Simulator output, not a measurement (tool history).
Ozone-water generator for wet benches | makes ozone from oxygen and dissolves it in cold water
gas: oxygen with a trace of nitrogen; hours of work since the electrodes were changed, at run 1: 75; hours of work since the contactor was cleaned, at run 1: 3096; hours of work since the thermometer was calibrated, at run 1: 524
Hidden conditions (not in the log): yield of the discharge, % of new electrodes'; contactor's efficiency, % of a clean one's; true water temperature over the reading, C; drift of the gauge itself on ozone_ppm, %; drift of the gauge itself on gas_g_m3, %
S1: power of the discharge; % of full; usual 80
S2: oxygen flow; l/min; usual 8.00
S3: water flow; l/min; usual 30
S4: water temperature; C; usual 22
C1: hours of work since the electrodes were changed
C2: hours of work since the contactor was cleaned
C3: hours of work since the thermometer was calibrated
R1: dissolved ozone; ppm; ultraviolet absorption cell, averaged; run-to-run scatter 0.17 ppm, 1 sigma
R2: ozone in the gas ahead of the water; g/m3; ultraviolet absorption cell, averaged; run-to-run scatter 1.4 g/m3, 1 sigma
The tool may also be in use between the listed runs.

Run 1, hour 0.0: usual settings; C1 75; C2 3096; C3 524. Result: R1 21.9 ppm, R2 265.2 g/m3.
Run 2, hour 31.1: usual settings; C1 95; C2 3116; C3 544. Result: R1 22.2 ppm, R2 263.3 g/m3.
Run 3, hour 64.0: usual settings; C1 117; C2 3138; C3 566. Result: R1 21.8 ppm, R2 265.5 g/m3.
Run 4, hour 100.3: usual settings; C1 141; C2 3162; C3 590. Result: R1 21.9 ppm, R2 263.2 g/m3.
Run 5, hour 129.1: usual settings; C1 160; C2 3181; C3 609. Result: R1 22.1 ppm, R2 265.1 g/m3.
Run 6, hour 153.6: usual settings but S1 47 % of full; C1 176; C2 3197; C3 625. Result: R1 13.4 ppm, R2 160.2 g/m3.
Run 7, hour 172.6: usual settings but S1 88 % of full; C1 188; C2 3209; C3 637. Result: R1 24.2 ppm, R2 287.3 g/m3.
Run 8, hour 192.1: usual settings but S2 8.18 l/min; C1 201; C2 3222; C3 650. Result: R1 22.5 ppm, R2 264.2 g/m3.
Run 9, hour 220.5: usual settings but S2 7.30 l/min; C1 220; C2 3241; C3 669. Result: R1 21.7 ppm, R2 271.8 g/m3.
Run 10, hour 246.3: usual settings but S1 54 % of full, S2 7.30 l/min; C1 237; C2 3258; C3 686. Result: R1 15.2 ppm, R2 189.6 g/m3.
Run 11, hour 264.4: usual settings; C1 249; C2 3270; C3 698. Result: R1 22.0 ppm, R2 262.1 g/m3.
Run 12, hour 292.2: usual settings but S1 60 % of full, S2 10.62 l/min, S3 19 l/min, S4 15 C; C1 267; C2 3288; C3 716. Result: R1 28.6 ppm, R2 176.7 g/m3.
Run 13, hour 324.5: usual settings but S1 82 % of full, S2 7.97 l/min, S3 23 l/min, S4 18 C; C1 288; C2 3309; C3 737. Result: R1 30.7 ppm, R2 270.4 g/m3.
Run 14, hour 353.5: usual settings but S1 64 % of full, S2 7.39 l/min, S3 33 l/min, S4 18 C; C1 307; C2 3328; C3 756. Result: R1 17.0 ppm, R2 218.4 g/m3.
Run 15, hour 375.5: usual settings but S1 64 % of full, S2 7.39 l/min, S3 33 l/min, S4 18 C; C1 322; C2 3343; C3 771. Result: R1 16.9 ppm, R2 221.8 g/m3.
Run 16, hour 410.1: usual settings but S2 4.06 l/min, S3 22 l/min, S4 19 C; C1 344; C2 3365; C3 794. Result: R1 28.3 ppm, R2 351.2 g/m3.
Run 17, hour 439.1: usual settings but S1 72 % of full, S2 12.40 l/min, S3 44 l/min, S4 19 C; C1 363; C2 3385; C3 813. Result: R1 14.5 ppm, R2 198.7 g/m3.
Run 18, hour 473.9: usual settings but S1 55 % of full, S2 11.60 l/min, S3 25 l/min, S4 21 C; C1 386; C2 3407; C3 836. Result: R1 18.8 ppm, R2 157.8 g/m3.
Run 19, hour 506.0: usual settings but S3 40 l/min; C1 407; C2 3429; C3 857. Result: R1 16.2 ppm, R2 264.6 g/m3.
Run 20, hour 535.0: usual settings but S1 57 % of full, S3 40 l/min; C1 427; C2 3448; C3 876. Result: R1 11.6 ppm, R2 191.2 g/m3.
Run 21, hour 552.8: usual settings but S1 57 % of full, S3 40 l/min; C1 438; C2 3459; C3 888. Result: R1 12.0 ppm, R2 190.5 g/m3.
Run 22, hour 587.8: usual settings but S1 57 % of full, S3 29 l/min; C1 461; C2 3482; C3 911. Result: R1 16.6 ppm, R2 191.3 g/m3.

3 options for the next run, each taken on its own from the tool as it stands now. Forecast them:
Run A, hour 603.1: usual settings but S1 83 % of full, S2 10.01 l/min, S3 29 l/min, S4 19 C; C1 471; C2 3492; C3 921. Result: R1 ?, R2 ?.
Run B, hour 603.1: usual settings but S1 88 % of full, S4 16 C; C1 471; C2 3492; C3 921. Result: R1 ?, R2 ?.
Run C, hour 603.1: usual settings but S3 26 l/min; C1 471; C2 3492; C3 921. Result: R1 ?, R2 ?.

run    R1     R2
  A  24.6  245.7
  B  25.9  285.6
  C  24.8  263.0
What these runs would have given with no unlogged condition in the tool:
run    R1     R2
  A  25.9  249.3
  B  27.3  290.0
  C  26.0  266.7
